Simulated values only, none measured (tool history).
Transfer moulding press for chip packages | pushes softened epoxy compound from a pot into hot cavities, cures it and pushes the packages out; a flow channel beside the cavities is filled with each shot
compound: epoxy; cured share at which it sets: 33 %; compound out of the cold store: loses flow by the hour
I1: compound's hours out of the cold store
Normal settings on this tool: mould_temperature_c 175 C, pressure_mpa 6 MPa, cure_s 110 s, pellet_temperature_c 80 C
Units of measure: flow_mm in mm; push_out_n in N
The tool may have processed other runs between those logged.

run 1 hour=0 | mould_temperature_c=175 pressure_mpa=6 cure_s=110 pellet_temperature_c=80 | I1=21.5 | flow_mm=868 push_out_n=374
run 2 hour=26.9 | mould_temperature_c=175 pressure_mpa=6 cure_s=110 pellet_temperature_c=80 | I1=17.6 | flow_mm=877 push_out_n=425
run 3 hour=40.3 | mould_temperature_c=175 pressure_mpa=4.81 cure_s=110 pellet_temperature_c=80 | I1=30.5 | flow_mm=762 push_out_n=453
run 4 hour=56.7 | mould_temperature_c=175 pressure_mpa=5.58 cure_s=110 pellet_temperature_c=80 | I1=24.2 | flow_mm=818 push_out_n=477
-- hour=83.1 cavities cleaned with cleaning compound and waxed
run 5 hour=87.9 | mould_temperature_c=175 pressure_mpa=5.58 cure_s=110 pellet_temperature_c=80 | I1=19.4 | flow_mm=831 push_out_n=533
run 6 hour=117.8 | mould_temperature_c=175 pressure_mpa=6 cure_s=110 pellet_temperature_c=80 | I1=24.9 | flow_mm=834 push_out_n=562
-- hour=130.1 plunger's sealing rings changed
run 7 hour=149.5 | mould_temperature_c=175 pressure_mpa=6 cure_s=110 pellet_temperature_c=80 | I1=25.3 | flow_mm=896 push_out_n=549
-- hour=173.7 cavities cleaned with cleaning compound and waxed
run 8 hour=179.9 | mould_temperature_c=175 pressure_mpa=6 cure_s=110 pellet_temperature_c=80 | I1=24.8 | flow_mm=895 push_out_n=373
run 9 hour=197.4 | mould_temperature_c=175 pressure_mpa=6 cure_s=110 pellet_temperature_c=80 | I1=47.1 | flow_mm=835 push_out_n=382
run 10 hour=219.6 | mould_temperature_c=175 pressure_mpa=6 cure_s=110 pellet_temperature_c=80 | I1=29.7 | flow_mm=869 push_out_n=431
-- hour=236.5 cavities cleaned with cleaning compound and waxed, once more
run 11 hour=247.9 | mould_temperature_c=175 pressure_mpa=6 cure_s=110 pellet_temperature_c=80 | I1=15.6 | flow_mm=917 push_out_n=394
run 12 hour=267.5 | mould_temperature_c=175 pressure_mpa=6.29 cure_s=110 pellet_temperature_c=80 | I1=28 | flow_mm=896 push_out_n=435
run 13 hour=293.4 | mould_temperature_c=175 pressure_mpa=6.29 cure_s=110 pellet_temperature_c=80 | I1=41.1 | flow_mm=853 push_out_n=471
run 14 hour=311.5 | mould_temperature_c=175 pressure_mpa=6 cure_s=110 pellet_temperature_c=88 | I1=22.5 | flow_mm=893 push_out_n=474
-- hour=323.8 cavities cleaned with cleaning compound and waxed
run 15 hour=326.3 | mould_temperature_c=175 pressure_mpa=6.67 cure_s=110 pellet_temperature_c=80 | I1=40.8 | flow_mm=885 push_out_n=364
run 16 hour=345.7 | mould_temperature_c=182 pressure_mpa=6.92 cure_s=129 pellet_temperature_c=87 | I1=39.1 | flow_mm=869 push_out_n=315
run 17 hour=369.3 | mould_temperature_c=183 pressure_mpa=5.81 cure_s=117 pellet_temperature_c=75 | I1=27.8 | flow_mm=812 push_out_n=354
run 18 hour=382 | mould_temperature_c=183 pressure_mpa=5.81 cure_s=117 pellet_temperature_c=75 | I1=28.2 | flow_mm=811 push_out_n=355
-- hour=394.2 mould's thermocouples calibrated
run 19 hour=396.3 | mould_temperature_c=176 pressure_mpa=4.61 cure_s=137 pellet_temperature_c=85 | I1=18.5 | flow_mm=776 push_out_n=383
-- hour=413.9 cavities cleaned with cleaning compound and waxed
run 20 hour=421.7 | mould_temperature_c=176 pressure_mpa=4.61 cure_s=137 pellet_temperature_c=85 | I1=40.3 | flow_mm=723 push_out_n=302
run 21 hour=445.8 | mould_temperature_c=175 pressure_mpa=6.54 cure_s=127 pellet_temperature_c=80 | I1=37.3 | flow_mm=870 push_out_n=381
run 22 hour=467.4 | mould_temperature_c=175 pressure_mpa=4.57 cure_s=148 pellet_temperature_c=87 | I1=33.1 | flow_mm=734 push_out_n=359
run 23 hour=496.3 | mould_temperature_c=175 pressure_mpa=6.43 cure_s=148 pellet_temperature_c=89 | I1=22.1 | flow_mm=902 push_out_n=390
-- hour=501.4 cavities cleaned with cleaning compound and waxed
run 24 hour=510.1 | mould_temperature_c=175 pressure_mpa=5.93 cure_s=117 pellet_temperature_c=78 | I1=40 | flow_mm=808 push_out_n=350
run 25 hour=529.1 | mould_temperature_c=181 pressure_mpa=6.92 cure_s=117 pellet_temperature_c=78 | I1=17.7 | flow_mm=910 push_out_n=328
run 26 hour=543.8 | mould_temperature_c=181 pressure_mpa=6.92 cure_s=117 pellet_temperature_c=78 | I1=29.4 | flow_mm=874 push_out_n=350
-- hour=548.6 plunger's sealing rings changed
run 27 hour=560.7 | mould_temperature_c=181 pressure_mpa=5.72 cure_s=119 pellet_temperature_c=78 | I1=32.6 | flow_mm=826 push_out_n=367
run 28 hour=582.7 | mould_temperature_c=168 pressure_mpa=5.33 cure_s=116 pellet_temperature_c=73 | I1=16 | flow_mm=898 push_out_n=814
-- hour=590.2 cavities cleaned with cleaning compound and waxed
run 29 hour=611.8 | mould_temperature_c=172 pressure_mpa=4.56 cure_s=110 pellet_temperature_c=90 | I1=42.2 | flow_mm=757 push_out_n=497

Some steps in flow_mm, run to run, broken into two amounts with sign: the step expected even without the hidden condition (settings, incoming material, random variation), and the rest, left for the hidden condition together with whatever gauge scatter is not in both the measured and the hidden-condition-free result:
Hidden conditions of the tool in this case: true mould temperature over the reading, C; pressure that reaches the compound, % of what is set; grip of the stained cavities, % over clean ones'; drift of the gauge itself on flow_mm, %; drift of the gauge itself on push_out_n, %.
Run 6 -> 7: plunger's sealing rings changed. flow_mm +62 mm: hidden state +51, all else +11.
Run 20 -> 21: mould_temperature_c 176 -> 175, pressure_mpa 4.61 -> 6.54, cure_s 137 -> 127, pellet_temperature_c 85 -> 80. flow_mm +147 mm: hidden state -9, all else +156.
Run 22 -> 23: pressure_mpa 4.57 -> 6.43, pellet_temperature_c 87 -> 89. flow_mm +168 mm: hidden state -13, all else +181.
Run 26 -> 27: pressure_mpa 6.92 -> 5.72, cure_s 117 -> 119, plunger's sealing rings changed. flow_mm -48 mm: hidden state +49, all else -97.
